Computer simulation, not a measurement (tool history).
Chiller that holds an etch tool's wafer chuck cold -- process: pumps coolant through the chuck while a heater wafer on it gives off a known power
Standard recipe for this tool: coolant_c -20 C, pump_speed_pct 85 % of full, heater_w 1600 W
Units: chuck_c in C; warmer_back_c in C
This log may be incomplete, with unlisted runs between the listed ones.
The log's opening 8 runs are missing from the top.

run   hour  coolant_c  pump_speed_pct  heater_w  chuck_c  warmer_back_c
  9  244.9        -13              85      1600     -1.2           3.74
 10  266.1        -13              85      1600     -1.2           3.79
 11  307.8        -13              85      1600     -1.2           3.78
 12  336.9        -20              97      1600     -9.5           3.43
 13  356.6        -20              92      1600       -9           3.51
 14  376.9        -20              92      1600     -8.9           3.59
 15  414.6        -20              85       930    -13.2           2.42
 16  458.1        -20              85       930    -13.1           2.51
 17  479.5        -20              85       930      -13           2.52
     497.6  -- gauge calibrated
 18    506        -20              85       930    -13.3           2.04
 19  526.4        -26              89      1063    -18.4           2.23
 20  571.9        -20              70      1600     -5.7           4.46
 21  604.4        -30              85      2388    -12.4           5.23
 22  646.6        -24              76      2290     -5.3           5.77
 23  675.9        -24              76      2290     -5.2           5.79
 24  712.6        -24              76      2290     -5.2           5.89

Expected results for the next run?
 25  745.3        -20              93      2330        ?              ?

Run 25 produced chuck_c -4.1 C, warmer_back_c 4.81 C.
On a tool with no hidden condition, and with the same random variation, this run would have come out at chuck_c -4.1 C, warmer_back_c 4.57 C.
